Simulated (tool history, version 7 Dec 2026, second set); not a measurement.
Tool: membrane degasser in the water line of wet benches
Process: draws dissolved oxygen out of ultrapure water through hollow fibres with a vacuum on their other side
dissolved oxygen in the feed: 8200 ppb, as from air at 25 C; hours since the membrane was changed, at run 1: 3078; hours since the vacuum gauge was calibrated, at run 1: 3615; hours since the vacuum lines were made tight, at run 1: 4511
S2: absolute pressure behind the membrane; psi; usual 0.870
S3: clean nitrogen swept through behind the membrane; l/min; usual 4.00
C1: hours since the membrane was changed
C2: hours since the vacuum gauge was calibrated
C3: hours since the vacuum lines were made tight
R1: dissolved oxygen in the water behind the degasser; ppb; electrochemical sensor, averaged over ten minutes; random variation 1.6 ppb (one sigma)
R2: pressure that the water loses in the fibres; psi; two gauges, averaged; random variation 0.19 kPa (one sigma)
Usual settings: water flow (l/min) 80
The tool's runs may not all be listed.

{"run": 1, "day": 0.0, "water flow (l/min)": 80, "S2": 0.87, "S3": 4.0, "C1": 3078, "C2": 3615, "C3": 4511, "R1": 168.0, "R2": 5.464}
{"run": 2, "day": 3.025, "water flow (l/min)": 80, "S2": 0.87, "S3": 4.0, "C1": 3151, "C2": 3688, "C3": 4583, "R1": 167.1, "R2": 5.497}
{"run": 3, "day": 5.775, "water flow (l/min)": 63, "S2": 0.87, "S3": 4.0, "C1": 3217, "C2": 3754, "C3": 4649, "R1": 116.9, "R2": 4.328}
{"run": 4, "day": 9.233, "water flow (l/min)": 63, "S2": 0.87, "S3": 4.0, "C1": 3300, "C2": 3837, "C3": 4732, "R1": 116.2, "R2": 4.335}
{"run": 5, "day": 11.962, "water flow (l/min)": 63, "S2": 0.87, "S3": 4.0, "C1": 3365, "C2": 3902, "C3": 4798, "R1": 119.4, "R2": 4.341}
{"run": 6, "day": 16.575, "water flow (l/min)": 80, "S2": 1.104, "S3": 4.0, "C1": 3476, "C2": 4013, "C3": 4909, "R1": 232.8, "R2": 5.44}
{"run": 7, "day": 20.354, "water flow (l/min)": 80, "S2": 1.104, "S3": 4.0, "C1": 3567, "C2": 4104, "C3": 4999, "R1": 235.5, "R2": 5.471}
{"run": 8, "day": 23.467, "water flow (l/min)": 80, "S2": 0.87, "S3": 4.0, "C1": 3641, "C2": 4179, "C3": 5074, "R1": 165.0, "R2": 5.474}
{"run": 9, "day": 28.133, "water flow (l/min)": 80, "S2": 0.87, "S3": 4.0, "C1": 3753, "C2": 4291, "C3": 5186, "R1": 164.4, "R2": 5.478}
{"run": 10, "day": 33.204, "water flow (l/min)": 80, "S2": 0.87, "S3": 4.0, "C1": 3875, "C2": 4412, "C3": 5308, "R1": 169.5, "R2": 5.522}
{"run": 11, "day": 36.929, "water flow (l/min)": 80, "S2": 0.87, "S3": 4.0, "C1": 3964, "C2": 4502, "C3": 5397, "R1": 167.4, "R2": 5.507}
{"run": 12, "day": 41.329, "water flow (l/min)": 80, "S2": 0.87, "S3": 4.0, "C1": 4070, "C2": 4607, "C3": 5503, "R1": 169.3, "R2": 5.558}
{"run": 13, "day": 44.812, "water flow (l/min)": 80, "S2": 0.87, "S3": 4.0, "C1": 4154, "C2": 4691, "C3": 5586, "R1": 165.1, "R2": 5.53}
{"run": 14, "day": 49.354, "water flow (l/min)": 80, "S2": 0.87, "S3": 4.0, "C1": 4263, "C2": 4800, "C3": 5695, "R1": 166.8, "R2": 5.501}
{"run": 15, "day": 52.988, "water flow (l/min)": 80, "S2": 0.87, "S3": 7.78, "C1": 4350, "C2": 4887, "C3": 5782, "R1": 109.2, "R2": 5.498}
{"run": 16, "day": 57.438, "water flow (l/min)": 80, "S2": 0.87, "S3": 7.78, "C1": 4457, "C2": 4994, "C3": 5889, "R1": 107.5, "R2": 5.581}
{"run": 17, "day": 59.867, "water flow (l/min)": 80, "S2": 1.329, "S3": 7.78, "C1": 4515, "C2": 5052, "C3": 5948, "R1": 184.6, "R2": 5.526}
{"run": 18, "day": 65.029, "water flow (l/min)": 80, "S2": 1.329, "S3": 7.78, "C1": 4639, "C2": 5176, "C3": 6071, "R1": 185.8, "R2": 5.538}

The next listed run, before its measurement:
{"run": 19, "day": 67.8, "water flow (l/min)": 61, "S2": 1.329, "S3": 1.94, "C1": 4705, "C2": 5243, "C3": 6138, "R1": "?", "R2": "?"}

R1: 393.0 ppb
R2: 4.222 psi
Without the tool's hidden state the same run would have given R1 384.1 ppb, R2 4.116 psi.

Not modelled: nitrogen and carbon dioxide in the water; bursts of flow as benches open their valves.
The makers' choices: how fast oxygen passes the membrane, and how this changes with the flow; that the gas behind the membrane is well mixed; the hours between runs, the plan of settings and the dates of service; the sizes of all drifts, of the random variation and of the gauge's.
